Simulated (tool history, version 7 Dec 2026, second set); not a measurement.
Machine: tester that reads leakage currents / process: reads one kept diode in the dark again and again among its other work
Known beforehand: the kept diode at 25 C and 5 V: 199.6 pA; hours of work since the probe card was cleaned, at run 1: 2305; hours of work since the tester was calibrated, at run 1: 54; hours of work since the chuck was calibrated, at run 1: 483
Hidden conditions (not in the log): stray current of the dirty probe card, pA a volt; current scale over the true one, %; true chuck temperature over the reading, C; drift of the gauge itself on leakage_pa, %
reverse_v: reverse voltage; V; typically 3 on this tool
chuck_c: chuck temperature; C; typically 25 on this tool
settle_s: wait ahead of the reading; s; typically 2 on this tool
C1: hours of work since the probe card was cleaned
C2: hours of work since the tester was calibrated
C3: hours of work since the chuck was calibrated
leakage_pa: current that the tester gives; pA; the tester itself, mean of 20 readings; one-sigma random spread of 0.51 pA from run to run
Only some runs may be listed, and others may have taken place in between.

run 1 hour=0 | reverse_v=3 chuck_c=25 settle_s=2 | C1=2305 C2=54 C3=483 | leakage_pa=169.7
run 2 hour=16.5 | reverse_v=3 chuck_c=25 settle_s=2 | C1=2313 C2=62 C3=491 | leakage_pa=168.86
run 3 hour=36.9 | reverse_v=3 chuck_c=25 settle_s=2 | C1=2322 C2=71 C3=500 | leakage_pa=169.8
run 4 hour=59.3 | reverse_v=3 chuck_c=25 settle_s=2 | C1=2332 C2=81 C3=510 | leakage_pa=169.75
run 5 hour=91.4 | reverse_v=3 chuck_c=25 settle_s=2 | C1=2347 C2=96 C3=525 | leakage_pa=169.22
run 6 hour=106.8 | reverse_v=3 chuck_c=25 settle_s=2 | C1=2354 C2=103 C3=532 | leakage_pa=168.84
run 7 hour=121.2 | reverse_v=3 chuck_c=46 settle_s=2 | C1=2361 C2=110 C3=538 | leakage_pa=918
run 8 hour=156.2 | reverse_v=3 chuck_c=25 settle_s=2 | C1=2377 C2=125 C3=554 | leakage_pa=169.44
run 9 hour=190.1 | reverse_v=3 chuck_c=25 settle_s=2 | C1=2392 C2=141 C3=570 | leakage_pa=169.1
run 10 hour=222.3 | reverse_v=3 chuck_c=25 settle_s=2 | C1=2407 C2=156 C3=584 | leakage_pa=170.02
run 11 hour=247.3 | reverse_v=2.46 chuck_c=25 settle_s=2 | C1=2418 C2=167 C3=596 | leakage_pa=158.58
run 12 hour=264.3 | reverse_v=2.46 chuck_c=25 settle_s=2 | C1=2426 C2=175 C3=604 | leakage_pa=158.24
run 13 hour=289.5 | reverse_v=2.46 chuck_c=25 settle_s=2 | C1=2438 C2=186 C3=615 | leakage_pa=159.02
run 14 hour=317.4 | reverse_v=3 chuck_c=44 settle_s=2 | C1=2450 C2=199 C3=628 | leakage_pa=788.11
run 15 hour=350 | reverse_v=2.57 chuck_c=25 settle_s=2 | C1=2465 C2=214 C3=643 | leakage_pa=161.08
run 16 hour=371.7 | reverse_v=2.57 chuck_c=25 settle_s=2 | C1=2475 C2=224 C3=653 | leakage_pa=161.16
run 17 hour=391 | reverse_v=2.57 chuck_c=25 settle_s=2 | C1=2484 C2=233 C3=661 | leakage_pa=160.81
run 18 hour=422.4 | reverse_v=2.57 chuck_c=25 settle_s=2 | C1=2498 C2=247 C3=676 | leakage_pa=161.2
run 19 hour=437.6 | reverse_v=2.57 chuck_c=25 settle_s=2 | C1=2505 C2=254 C3=683 | leakage_pa=160.83
run 20 hour=465 | reverse_v=2.57 chuck_c=25 settle_s=2 | C1=2518 C2=266 C3=695 | leakage_pa=160.68
run 21 hour=485.3 | reverse_v=2.57 chuck_c=25 settle_s=2 | C1=2527 C2=276 C3=705 | leakage_pa=161.16
run 22 hour=504.2 | reverse_v=1.9 chuck_c=54 settle_s=3.49 | C1=2536 C2=284 C3=713 | leakage_pa=1422.89
run 23 hour=526.7 | reverse_v=1.9 chuck_c=54 settle_s=3.49 | C1=2546 C2=295 C3=723 | leakage_pa=1423.04
run 24 hour=555.1 | reverse_v=18.54 chuck_c=44 settle_s=2 | C1=2559 C2=308 C3=736 | leakage_pa=1441.57
run 25 hour=579.1 | reverse_v=7.29 chuck_c=32 settle_s=2 | C1=2570 C2=319 C3=747 | leakage_pa=407.32
run 26 hour=613.2 | reverse_v=3 chuck_c=25 settle_s=2.37 | C1=2585 C2=334 C3=763 | leakage_pa=169.02
run 27 hour=640.2 | reverse_v=3 chuck_c=21 settle_s=0.95 | C1=2598 C2=346 C3=775 | leakage_pa=120.35
run 28 hour=672.6 | reverse_v=3 chuck_c=21 settle_s=0.95 | C1=2612 C2=361 C3=790 | leakage_pa=120.16
run 29 hour=692.2 | reverse_v=14.08 chuck_c=27 settle_s=7.05 | C1=2621 C2=370 C3=799 | leakage_pa=334.31
run 30 hour=711.7 | reverse_v=1.89 chuck_c=25 settle_s=0.97 | C1=2630 C2=379 C3=808 | leakage_pa=145.11
run 31 hour=745.3 | reverse_v=1.89 chuck_c=25 settle_s=0.97 | C1=2646 C2=394 C3=823 | leakage_pa=145.66

Predict the results of run 32:
run 32 hour=771.4 | reverse_v=7.83 chuck_c=31 settle_s=1.47 | C1=2658 C2=406 C3=835 | leakage_pa=?

leakage_pa: 387.35 pA
Take away the tool's hidden state, keep the run-to-run variation as it was, and the same run would have given leakage_pa 387.22 pA.

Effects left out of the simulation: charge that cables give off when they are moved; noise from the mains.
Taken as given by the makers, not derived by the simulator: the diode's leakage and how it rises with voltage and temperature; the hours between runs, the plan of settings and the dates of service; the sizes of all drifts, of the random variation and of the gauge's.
